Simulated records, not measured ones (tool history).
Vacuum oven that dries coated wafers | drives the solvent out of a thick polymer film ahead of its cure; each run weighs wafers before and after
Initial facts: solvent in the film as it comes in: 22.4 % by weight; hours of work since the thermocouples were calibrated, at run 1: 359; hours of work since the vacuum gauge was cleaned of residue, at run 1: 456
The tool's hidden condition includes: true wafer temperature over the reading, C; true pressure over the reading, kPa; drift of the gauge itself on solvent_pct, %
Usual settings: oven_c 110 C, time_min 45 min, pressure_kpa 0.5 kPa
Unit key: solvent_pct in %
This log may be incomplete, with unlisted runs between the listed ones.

run,day,oven_c,time_min,pressure_kpa,hours of work since the thermocouples were calibrated,hours of work since the vacuum gauge was cleaned of residue,solvent_pct
1,0,110,45,0.5,359,456,2.05
2,1.558,110,45,0.965,374,472,2.22
3,3.604,110,45,0.5,395,492,2.06
4,6.267,110,45,0.5,422,519,2.02
5,9.475,110,45,0.848,454,552,2.17
6,12.846,110,45,0.848,488,586,2.16
7,15.525,110,45,0.848,515,613,2.17
8,18.092,110,45,0.848,541,639,2.15
9,20.892,110,45,0.5,570,667,2.06
10,23.567,110,45,0.5,597,694,2.03
11,26.408,110,45,0.627,625,723,2.04
# day 26.679: vacuum gauge cleaned of residue and calibrated
12,28.158,110,23,0.627,642,15,5.74
13,31.875,110,23,0.627,680,53,5.79
14,35.571,110,28,0.5,717,90,4.43
15,39.292,110,28,0.5,755,127,4.41
16,41.183,110,45,0.5,774,147,1.97
17,44.083,110,45,0.5,803,176,2.02
18,46.308,110,65,0.5,826,198,0.88
# day 47.158: vacuum gauge cleaned of residue and calibrated, once more
# day 48.058: oven's thermocouples calibrated
19,49.467,110,65,0.5,14,23,0.88
20,53.121,110,41,0.5,51,59,2.4
21,56.225,110,41,0.5,83,91,2.4
22,59.275,110,41,0.5,113,122,2.4
23,62.242,110,79,0.263,143,152,0.45
24,65.904,110,79,0.263,180,189,0.4
25,69.196,118,45,0.5,214,222,0.66
26,71.983,110,29,1.624,242,250,4.71
27,75.05,122,58,1.302,273,281,0.46
28,78.15,122,58,1.302,304,312,0.44
29,80.608,122,58,1.302,329,337,0.4
30,83.2,114,50,0.273,355,363,0.79
31,85.829,114,50,0.273,382,390,0.83
32,89.479,114,50,0.273,419,427,0.81
33,92.212,117,45,0.5,446,455,0.75
34,95.229,124,24,0.5,477,485,1.37
35,96.804,124,24,0.5,493,501,1.39
36,100.1,122,36,0.625,526,534,0.68
37,102.067,110,53,1.975,546,554,2.01
38,104,107,53,0.453,565,574,1.95
39,105.717,97,40,1.311,583,591,7.44
40,107.312,102,67,0.789,599,607,2.39
41,109.479,119,33,0.5,621,629,1.2
42,112.375,119,33,0.5,650,658,1.21
43,115.321,110,70,1.048,680,688,0.96

What if the next run were any one of these 3? Each begins from the tool's condition after run 43:
A,118.025,97,37,0.439,707,715,?
B,118.025,124,45,0.5,707,715,?
C,118.025,125,64,0.452,707,715,?

run,solvent_pct
A,7.51
B,0.24
C,0.18
Had the tool no hidden state, the same runs would have come out as:
run,solvent_pct
A,7.62
B,0.24
C,0.16

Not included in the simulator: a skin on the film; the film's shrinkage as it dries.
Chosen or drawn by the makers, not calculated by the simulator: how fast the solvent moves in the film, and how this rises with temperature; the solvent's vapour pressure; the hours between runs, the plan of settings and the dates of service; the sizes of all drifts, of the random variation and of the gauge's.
